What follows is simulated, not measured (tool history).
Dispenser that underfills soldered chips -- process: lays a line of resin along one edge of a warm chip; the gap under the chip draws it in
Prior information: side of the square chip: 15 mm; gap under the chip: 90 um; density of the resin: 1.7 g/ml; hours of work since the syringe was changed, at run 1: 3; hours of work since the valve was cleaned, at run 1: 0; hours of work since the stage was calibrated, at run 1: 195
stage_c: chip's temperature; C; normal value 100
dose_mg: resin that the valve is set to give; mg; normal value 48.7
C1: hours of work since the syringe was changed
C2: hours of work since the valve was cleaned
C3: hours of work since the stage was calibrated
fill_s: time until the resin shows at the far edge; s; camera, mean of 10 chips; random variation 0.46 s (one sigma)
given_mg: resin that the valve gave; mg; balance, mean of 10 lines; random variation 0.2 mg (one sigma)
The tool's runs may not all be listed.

Run 1, hour 0.0: usual settings; C1 3; C2 0; C3 195. Result: fill_s 44.9 s, given_mg 48.22 mg.
Run 2, hour 3.3: usual settings; C1 5; C2 2; C3 197. Result: fill_s 52.1 s, given_mg 48.33 mg.
At hour 7.5: new syringe of resin.
Run 3, hour 8.5: usual settings but dose_mg 46.4 mg; C1 1; C2 5; C3 200. Result: fill_s 35.4 s, given_mg 46.25 mg.
Run 4, hour 12.6: usual settings but dose_mg 42.1 mg; C1 3; C2 8; C3 203. Result: fill_s 46.7 s, given_mg 41.63 mg.
Run 5, hour 17.6: usual settings but dose_mg 42.1 mg; C1 6; C2 11; C3 206. Result: fill_s 60.9 s, given_mg 41.80 mg.
At hour 20.0: new syringe of resin.
Run 6, hour 22.4: usual settings but dose_mg 42.1 mg; C1 2; C2 14; C3 209. Result: fill_s 41.2 s, given_mg 41.60 mg.
Run 7, hour 28.7: usual settings but dose_mg 60.4 mg; C1 6; C2 18; C3 213. Result: fill_s 52.5 s, given_mg 60.10 mg.
At hour 32.2: new syringe of resin.
Run 8, hour 34.4: usual settings but dose_mg 60.4 mg; C1 1; C2 22; C3 216. Result: fill_s 35.6 s, given_mg 59.66 mg.
Run 9, hour 38.6: usual settings but dose_mg 60.4 mg; C1 4; C2 24; C3 219. Result: fill_s 44.9 s, given_mg 59.79 mg.
Run 10, hour 41.8: usual settings but dose_mg 60.4 mg; C1 6; C2 26; C3 221. Result: fill_s 53.8 s, given_mg 59.64 mg.
At hour 44.4: new syringe of resin.
Run 11, hour 47.6: usual settings; C1 2; C2 30; C3 225. Result: fill_s 39.7 s, given_mg 47.97 mg.
Run 12, hour 52.3: usual settings; C1 5; C2 33; C3 228. Result: fill_s 51.7 s, given_mg 47.97 mg.
At hour 57.0: new syringe of resin.
Run 13, hour 59.8: usual settings but stage_c 115 C; C1 2; C2 38; C3 232. Result: fill_s 22.7 s, given_mg 47.79 mg.
Run 14, hour 66.8: usual settings; C1 6; C2 42; C3 237. Result: fill_s 55.8 s, given_mg 47.68 mg.
At hour 69.5: new syringe of resin.
Run 15, hour 74.5: usual settings but dose_mg 58.7 mg; C1 3; C2 47; C3 242. Result: fill_s 42.8 s, given_mg 57.17 mg.
Run 16, hour 80.2: usual settings; C1 7; C2 50; C3 245. Result: fill_s 59.7 s, given_mg 47.60 mg.
At hour 82.0: new syringe of resin.
Run 17, hour 86.4: usual settings but stage_c 93 C; C1 3; C2 54; C3 249. Result: fill_s 52.7 s, given_mg 47.54 mg.
Run 18, hour 91.3: usual settings but dose_mg 55.7 mg; C1 6; C2 57; C3 252. Result: fill_s 52.9 s, given_mg 53.86 mg.
At hour 94.3: new syringe of resin.
Run 19, hour 95.1: usual settings but stage_c 109 C, dose_mg 53.8 mg; C1 1; C2 60; C3 254. Result: fill_s 24.7 s, given_mg 52.22 mg.
Run 20, hour 99.3: usual settings but stage_c 109 C, dose_mg 53.8 mg; C1 3; C2 62; C3 257. Result: fill_s 31.9 s, given_mg 52.40 mg.
Run 21, hour 106.1: usual settings but stage_c 109 C, dose_mg 42.7 mg; C1 8; C2 67; C3 262. Result: fill_s 49.2 s, given_mg 41.15 mg.
At hour 106.9: new syringe of resin.
Run 22, hour 111.2: usual settings but stage_c 106 C; C1 3; C2 70; C3 265. Result: fill_s 35.0 s, given_mg 46.82 mg.
Run 23, hour 116.5: usual settings but stage_c 106 C; C1 6; C2 73; C3 268. Result: fill_s 45.2 s, given_mg 46.73 mg.
At hour 119.3: new syringe of resin.
Run 24, hour 123.5: usual settings but stage_c 106 C; C1 3; C2 78; C3 272. Result: fill_s 35.2 s, given_mg 47.00 mg.
At hour 131.5: new syringe of resin.
Run 25, hour 131.5: usual settings but stage_c 106 C; C1 0; C2 82; C3 277. Result: fill_s 26.6 s, given_mg 46.79 mg.
Run 26, hour 136.1: usual settings but stage_c 106 C; C1 3; C2 85; C3 280. Result: fill_s 35.0 s, given_mg 46.85 mg.
At hour 142.0: dispensing valve cleaned and set on the balance.
At hour 144.7: new syringe of resin.
Run 27, hour 144.7: usual settings but stage_c 107 C, dose_mg 48.5 mg; C1 0; C2 2; C3 285. Result: fill_s 25.5 s, given_mg 48.86 mg.
Run 28, hour 148.8: usual settings but stage_c 109 C, dose_mg 51.7 mg; C1 3; C2 4; C3 288. Result: fill_s 30.4 s, given_mg 51.90 mg.
Run 29, hour 155.2: usual settings but stage_c 109 C, dose_mg 51.7 mg; C1 7; C2 8; C3 292. Result: fill_s 42.2 s, given_mg 52.01 mg.
At hour 156.9: new syringe of resin.
Run 30, hour 160.4: usual settings but stage_c 89 C, dose_mg 63.1 mg; C1 2; C2 11; C3 295. Result: fill_s 55.8 s, given_mg 63.13 mg.
Run 31, hour 164.2: usual settings but stage_c 101 C, dose_mg 49.8 mg; C1 5; C2 14; C3 297. Result: fill_s 45.7 s, given_mg 49.61 mg.
At hour 169.2: new syringe of resin.
Run 32, hour 171.1: usual settings but stage_c 101 C, dose_mg 49.8 mg; C1 1; C2 18; C3 302. Result: fill_s 33.9 s, given_mg 49.65 mg.

Run 33, settings as shown, results not yet in. Your forecast:
Run 33, hour 176.0: usual settings but stage_c 102 C, dose_mg 41.8 mg; C1 4; C2 21; C3 305. Result: fill_s ?, given_mg ?.

{"run 33": {"fill_s": 46.1, "given_mg": 41.55}}
Take away the tool's hidden state, keep the run-to-run variation as it was, and the same run would have given fill_s 34.4 s, given_mg 41.77 mg.

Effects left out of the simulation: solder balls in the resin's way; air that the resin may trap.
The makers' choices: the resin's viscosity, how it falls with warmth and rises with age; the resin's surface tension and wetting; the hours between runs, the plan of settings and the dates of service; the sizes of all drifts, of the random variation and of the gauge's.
